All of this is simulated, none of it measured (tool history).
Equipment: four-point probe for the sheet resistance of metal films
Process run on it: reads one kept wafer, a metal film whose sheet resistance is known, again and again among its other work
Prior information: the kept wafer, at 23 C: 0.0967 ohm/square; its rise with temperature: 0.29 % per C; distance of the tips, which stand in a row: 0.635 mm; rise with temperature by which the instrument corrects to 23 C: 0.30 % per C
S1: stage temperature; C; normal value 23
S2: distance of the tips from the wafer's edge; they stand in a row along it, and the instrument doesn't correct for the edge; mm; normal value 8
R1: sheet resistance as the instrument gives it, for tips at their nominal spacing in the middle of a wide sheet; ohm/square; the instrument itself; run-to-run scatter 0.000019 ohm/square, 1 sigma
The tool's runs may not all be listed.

run 1 hour=0 | S1=23 S2=8 | R1=0.096752
run 2 hour=58.5 | S1=30 S2=8 | R1=0.096667
run 3 hour=139.5 | S1=22 S2=8 | R1=0.09674
run 4 hour=183.8 | S1=22 S2=8 | R1=0.096773
run 5 hour=257.4 | S1=29 S2=8 | R1=0.096649
run 6 hour=336.2 | S1=29 S2=8 | R1=0.096645
run 7 hour=377.1 | S1=29 S2=8 | R1=0.096633
run 8 hour=447.1 | S1=23 S2=23 | R1=0.096367
run 9 hour=483 | S1=23 S2=8 | R1=0.096668
run 10 hour=532.9 | S1=23 S2=27 | R1=0.096371
run 11 hour=606.7 | S1=23 S2=27 | R1=0.096374
-- hour=612.5 stage's thermometer calibrated
run 12 hour=673.6 | S1=21 S2=62 | R1=0.096321
run 13 hour=718.2 | S1=20 S2=45 | R1=0.09631
-- hour=739.5 stage's thermometer calibrated, once more
run 14 hour=776.2 | S1=20 S2=45 | R1=0.096397
run 15 hour=856.8 | S1=27 S2=8 | R1=0.096646
run 16 hour=912.9 | S1=27 S2=10 | R1=0.096526
run 17 hour=965.9 | S1=19 S2=17 | R1=0.096473
run 18 hour=1007.1 | S1=19 S2=17 | R1=0.096417
run 19 hour=1086.5 | S1=22 S2=58 | R1=0.09633

Below, some changes in R1 between adjacent runs. For each, the amount present without the hidden state too (settings, incoming material, random variation) and the amount remaining for the hidden state with gauge scatter not shared by both compared results:
Hidden state present: inner tips' distance over the nominal, %; tips' flats over new ones', %; wafer's true temperature over the reading, C; drift of the gauge itself on sheet_ohm, %.
Run 8 -> 9: S2 23 -> 8. R1 +0.000301 ohm/square: hidden state -0.000009, all else +0.00031.
Run 13 -> 14: stage's thermometer calibrated, once more. R1 +0.000087 ohm/square: hidden state +0.000091, all else -0.000004.
